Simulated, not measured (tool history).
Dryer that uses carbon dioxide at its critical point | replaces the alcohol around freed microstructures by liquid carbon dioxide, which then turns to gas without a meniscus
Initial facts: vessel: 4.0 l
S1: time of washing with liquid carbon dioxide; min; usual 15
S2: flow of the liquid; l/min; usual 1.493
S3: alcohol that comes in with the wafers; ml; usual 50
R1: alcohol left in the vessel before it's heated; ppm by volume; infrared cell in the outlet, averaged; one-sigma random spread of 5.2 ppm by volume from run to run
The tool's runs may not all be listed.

run   hour  S1     S2  S3    R1
  1      0  15  1.493  50   127
  2     68  15  1.493  50   152
  3  130.5  15  1.493  95   271
  4  161.9  15  1.493  95   285
  5  195.3  15  1.493  95   311
  6  231.3  15  1.493  95   330
  7  288.4  15  1.493  95   365
  8  346.8  15  1.493  95   410
  9    391   9   2.02  35   299
 10  431.1   9   1.14  89  2226
 11  495.2   9   1.14  89  2379
 12  538.8  15  1.493  64   168
 13  595.1  19   0.92  50   338
 14  643.4  19   0.92  50   367
 15  675.1  18   0.91  40   395
 16  706.1  18   1.07  29   186

The log once held 2 entries between its listed runs, left out of this copy. Where does each go, and what is different about the tool's unlogged condition between the listed run before it and the listed run after it?
From run 8 to run 9: purifier's bed changed (hour 391)
  flow that reaches the vessel past the clogged filter, %: 85.3 -> 83.5; alcohol in the recycled carbon dioxide, ppm: 83.3 -> 5.1
  the result without the hidden state subtracted from the measured one, R1: +247 -> +146 ppm by volume
From run 9 to run 10: inlet filter changed (hour 403.1)
  flow that reaches the vessel past the clogged filter, %: 83.5 -> 98.5; alcohol in the recycled carbon dioxide, ppm: 5.1 -> 8.7
  the result without the hidden state subtracted from the measured one, R1: +146 -> +82 ppm by volume
